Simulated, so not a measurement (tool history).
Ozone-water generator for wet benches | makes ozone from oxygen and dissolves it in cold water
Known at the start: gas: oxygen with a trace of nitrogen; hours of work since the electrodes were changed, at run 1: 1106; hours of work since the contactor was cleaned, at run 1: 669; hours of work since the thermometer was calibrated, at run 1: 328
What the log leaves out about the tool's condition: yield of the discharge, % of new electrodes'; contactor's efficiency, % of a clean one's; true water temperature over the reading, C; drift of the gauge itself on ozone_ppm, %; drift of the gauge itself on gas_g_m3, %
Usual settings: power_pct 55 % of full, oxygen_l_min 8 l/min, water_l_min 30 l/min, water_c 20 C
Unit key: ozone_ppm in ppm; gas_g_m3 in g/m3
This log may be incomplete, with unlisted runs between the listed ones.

run,day,power_pct,oxygen_l_min,water_l_min,water_c,hours of work since the electrodes were changed,hours of work since the contactor was cleaned,hours of work since the thermometer was calibrated,ozone_ppm,gas_g_m3
1,0,55,8,30,20,1106,669,328,15.8,133.7
2,1.683,55,8,30,20,1137,700,359,16,135
3,3.454,55,8,30,20,1170,733,392,16.2,136.2
4,5.5,55,8,30,20,1208,771,430,16.1,134.7
5,8.254,55,8,30,20,1258,821,480,16.1,133.9
6,11.329,55,8,30,20,1315,878,537,16.2,132.8
7,13.258,55,8,30,20,1350,913,572,16.1,133
8,15.279,72,8,30,20,1388,951,610,19.4,162.3
9,18.729,72,8,30,20,1451,1014,673,19.6,163.9
10,21.692,72,8,30,20,1506,1069,728,19.8,161.7
11,23.496,55,4.88,30,20,1539,1102,761,15,167.2
12,26.825,55,4.88,30,20,1600,1163,822,14.9,166.9
13,29.071,55,8,36,20,1641,1205,863,14.2,133.2
14,31.667,55,8,30,23,1689,1252,911,15.5,134
15,34.079,55,8,30,23,1734,1297,956,15.1,134.6
16,36.754,55,8,30,23,1783,1346,1005,15.3,133.6
17,39.8,55,8,30,23,1839,1402,1061,15.5,133.6
18,42.3,48,9.01,30,20,1885,1448,1107,14.5,114.6
19,45.3,48,9.01,30,20,1940,1503,1162,14.8,114.1
20,48.446,48,7.63,25,20,1998,1561,1220,16.1,124.1
21,51.504,48,7.63,25,20,2054,1617,1276,16.4,124.3
22,53.042,48,9.2,30,15,2083,1646,1305,15.8,113.6
23,54.725,86,8,31,21,2114,1677,1336,21.3,184.7
24,57.654,42,9.41,31,21,2168,1731,1390,13,102.3

Branching from run 24: 3 alternative next runs. What would each branch give?
A,60.446,55,5.42,30,20,2219,1782,1441,?,?
B,60.446,42,4.17,31,21,2219,1782,1441,?,?
C,60.446,42,9.41,31,15,2219,1782,1441,?,?

run,ozone_ppm,gas_g_m3
A,15.4,157.8
B,11.4,146.8
C,14.3,103.6
What these runs would have given with no unlogged condition in the tool:
run,ozone_ppm,gas_g_m3
A,15.4,157.9
B,11.4,146.8
C,14.3,103.7
